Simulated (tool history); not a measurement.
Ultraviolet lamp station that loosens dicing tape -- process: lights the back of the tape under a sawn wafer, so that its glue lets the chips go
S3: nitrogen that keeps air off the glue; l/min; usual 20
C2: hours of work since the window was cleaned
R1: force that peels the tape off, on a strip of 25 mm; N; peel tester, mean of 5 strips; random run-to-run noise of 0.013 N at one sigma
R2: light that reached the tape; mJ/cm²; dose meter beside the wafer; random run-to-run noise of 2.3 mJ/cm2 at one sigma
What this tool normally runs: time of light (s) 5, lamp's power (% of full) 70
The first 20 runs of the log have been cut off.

Run 21, hour 875.7: usual settings but time of light (s) 4; hours of work of the lamp 222; C2 201. Result: R1 0.901 N, R2 180 mJ/cm².
Run 22, hour 916.2: usual settings but time of light (s) 4; hours of work of the lamp 241; C2 220. Result: R1 0.894 N, R2 171 mJ/cm².
Run 23, hour 965.3: usual settings but time of light (s) 2, lamp's power (% of full) 65, S3 26 l/min; hours of work of the lamp 263; C2 242. Result: R1 2.684 N, R2 81 mJ/cm².
Run 24, hour 1002.4: usual settings but time of light (s) 2, lamp's power (% of full) 75, S3 6 l/min; hours of work of the lamp 280; C2 259. Result: R1 3.506 N, R2 95 mJ/cm².
Run 25, hour 1046.2: usual settings but time of light (s) 2, lamp's power (% of full) 75, S3 6 l/min; hours of work of the lamp 300; C2 279. Result: R1 3.514 N, R2 94 mJ/cm².
Run 26, hour 1091.7: usual settings but time of light (s) 2, lamp's power (% of full) 75, S3 6 l/min; hours of work of the lamp 321; C2 300. Result: R1 3.439 N, R2 95 mJ/cm².
Run 27, hour 1140.3: usual settings but time of light (s) 2, lamp's power (% of full) 75, S3 6 l/min; hours of work of the lamp 343; C2 323. Result: R1 3.473 N, R2 96 mJ/cm².
Run 28, hour 1198.5: usual settings but time of light (s) 2, lamp's power (% of full) 75, S3 6 l/min; hours of work of the lamp 370; C2 349. Result: R1 3.433 N, R2 92 mJ/cm².
Run 29, hour 1229.2: usual settings but time of light (s) 2, lamp's power (% of full) 75, S3 6 l/min; hours of work of the lamp 384; C2 363. Result: R1 3.465 N, R2 98 mJ/cm².
Run 30, hour 1265.9: usual settings but time of light (s) 2, lamp's power (% of full) 91, S3 12 l/min; hours of work of the lamp 401; C2 380. Result: R1 2.264 N, R2 115 mJ/cm².
Run 31, hour 1294.4: usual settings but time of light (s) 2, lamp's power (% of full) 91, S3 12 l/min; hours of work of the lamp 414; C2 393. Result: R1 2.278 N, R2 117 mJ/cm².
Run 32, hour 1343.0: usual settings but time of light (s) 3, S3 7 l/min; hours of work of the lamp 436; C2 416. Result: R1 2.271 N, R2 132 mJ/cm².
Run 33, hour 1393.5: usual settings but time of light (s) 4, lamp's power (% of full) 60, S3 19 l/min; hours of work of the lamp 460; C2 439. Result: R1 1.234 N, R2 154 mJ/cm².
Run 34, hour 1447.4: usual settings but time of light (s) 4, lamp's power (% of full) 60, S3 19 l/min; hours of work of the lamp 484; C2 464. Result: R1 1.188 N, R2 150 mJ/cm².
Run 35, hour 1504.1: usual settings but lamp's power (% of full) 89, S3 11 l/min; hours of work of the lamp 510; C2 490. Result: R1 0.502 N, R2 284 mJ/cm².
Run 36, hour 1560.7: usual settings but lamp's power (% of full) 97, S3 11 l/min; hours of work of the lamp 536; C2 516. Result: R1 0.423 N, R2 312 mJ/cm².
Run 37, hour 1614.2: usual settings but lamp's power (% of full) 88, S3 11 l/min; hours of work of the lamp 561; C2 540. Result: R1 0.526 N, R2 278 mJ/cm².
Run 38, hour 1672.3: usual settings but lamp's power (% of full) 88, S3 11 l/min; hours of work of the lamp 588; C2 567. Result: R1 0.511 N, R2 277 mJ/cm².
At hour 1720.5: window cleaned of glue's vapour.
Run 39, hour 1720.5: usual settings but time of light (s) 3, lamp's power (% of full) 88, S3 8 l/min; hours of work of the lamp 609; C2 0. Result: R1 1.524 N, R2 167 mJ/cm².
Run 40, hour 1767.7: usual settings but time of light (s) 3, lamp's power (% of full) 88, S3 8 l/min; hours of work of the lamp 631; C2 22. Result: R1 1.598 N, R2 169 mJ/cm².
Run 41, hour 1820.4: usual settings but time of light (s) 9, lamp's power (% of full) 88, S3 8 l/min; hours of work of the lamp 655; C2 46. Result: R1 0.258 N, R2 500 mJ/cm².
Run 42, hour 1878.4: usual settings but time of light (s) 8, lamp's power (% of full) 61, S3 7 l/min; hours of work of the lamp 682; C2 72. Result: R1 0.557 N, R2 310 mJ/cm².
Run 43, hour 1920.8: usual settings but time of light (s) 3, lamp's power (% of full) 61, S3 15 l/min; hours of work of the lamp 701; C2 92. Result: R1 2.061 N, R2 116 mJ/cm².

4 options for the next run, each taken on its own from the tool as it stands now. Forecast them:
Run A, hour 1968.7: usual settings but time of light (s) 9, lamp's power (% of full) 76; hours of work of the lamp 723; C2 114. Result: R1 ?, R2 ?.
Run B, hour 1968.7: usual settings but time of light (s) 8, lamp's power (% of full) 89, S3 12 l/min; hours of work of the lamp 723; C2 114. Result: R1 ?, R2 ?.
Run C, hour 1968.7: usual settings but time of light (s) 3, lamp's power (% of full) 61, S3 7 l/min; hours of work of the lamp 723; C2 114. Result: R1 ?, R2 ?.
Run D, hour 1968.7: usual settings but lamp's power (% of full) 97, S3 15 l/min; hours of work of the lamp 723; C2 114. Result: R1 ?, R2 ?.

run     R1   R2
  A  0.244  435
  B  0.272  452
  C  2.602  121
  D  0.377  307
Stripped of hidden state, with their random variation kept, the same runs would have yielded:
run     R1   R2
  A  0.244  435
  B  0.272  453
  C  2.597  121
  D  0.376  307

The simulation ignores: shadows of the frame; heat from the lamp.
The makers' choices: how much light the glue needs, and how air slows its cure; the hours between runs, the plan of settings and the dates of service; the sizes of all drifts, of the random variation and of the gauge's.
